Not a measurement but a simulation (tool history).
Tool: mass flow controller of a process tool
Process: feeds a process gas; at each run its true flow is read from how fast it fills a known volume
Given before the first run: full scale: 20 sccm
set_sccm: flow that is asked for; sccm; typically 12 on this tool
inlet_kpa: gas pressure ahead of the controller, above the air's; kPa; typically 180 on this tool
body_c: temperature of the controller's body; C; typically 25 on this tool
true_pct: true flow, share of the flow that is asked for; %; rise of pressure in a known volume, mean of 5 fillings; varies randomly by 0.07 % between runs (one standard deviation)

| run | day | set_sccm | inlet_kpa | body_c | true_pct |
|---|---|---|---|---|---|
| 1 | 0 | 12 | 180 | 25 | 98.62 |
| 2 | 12.146 | 12 | 180 | 25 | 98.58 |
| 3 | 19.062 | 12 | 180 | 25 | 98.55 |
| 4 | 26.833 | 12 | 180 | 24 | 98.38 |
| 5 | 40.804 | 12 | 180 | 25 | 98.39 |
| 6 | 50.554 | 12 | 180 | 25 | 98.53 |
| 7 | 60.004 | 12 | 180 | 26 | 98.54 |
| 8 | 67.629 | 3 | 180 | 26 | 96.34 |
|  | 68.771 | controller's zero set anew |
| 9 | 74.729 | 12 | 180 | 25 | 98.23 |
| 10 | 87.158 | 12 | 180 | 25 | 98.15 |
|  | 91.688 | controller's zero set anew, once more |
| 11 | 101.246 | 12 | 180 | 25 | 98.57 |
| 12 | 110.142 | 12 | 180 | 25 | 98.33 |
| 13 | 123.117 | 3 | 180 | 25 | 96.91 |
| 14 | 131.108 | 3 | 180 | 25 | 96.82 |
| 15 | 146.267 | 3 | 180 | 25 | 96.52 |
| 16 | 154.175 | 12 | 249 | 20 | 97.46 |
| 17 | 163.988 | 12 | 249 | 20 | 97.5 |
| 18 | 178.929 | 12 | 249 | 20 | 97.38 |
| 19 | 192.504 | 12 | 249 | 20 | 97.41 |
| 20 | 205.025 | 17 | 227 | 35 | 99.76 |
| 21 | 214.879 | 3 | 153 | 28 | 96.47 |
| 22 | 229.158 | 4 | 153 | 30 | 96.79 |
| 23 | 241.946 | 13 | 156 | 34 | 99.03 |

Each row is a separate what-if for the run after 23, all from the same tool condition, not one after another. Results?
| A | 253.938 | 15 | 273 | 33 | ? |
| B | 253.938 | 9 | 141 | 23 | ? |
| C | 253.938 | 2 | 278 | 37 | ? |
| D | 253.938 | 3 | 214 | 34 | ? |
| E | 253.938 | 3 | 237 | 28 | ? |

| run | true_pct |
|---|---|
| A | 98.83 |
| B | 97.28 |
| C | 95.79 |
| D | 96.34 |
| E | 95.82 |
With the hidden condition removed and each run's random variation left untouched, the same runs would have given:
| run | true_pct |
|---|---|
| A | 99.78 |
| B | 98.37 |
| C | 98.13 |
| D | 98.14 |
| E | 97.63 |

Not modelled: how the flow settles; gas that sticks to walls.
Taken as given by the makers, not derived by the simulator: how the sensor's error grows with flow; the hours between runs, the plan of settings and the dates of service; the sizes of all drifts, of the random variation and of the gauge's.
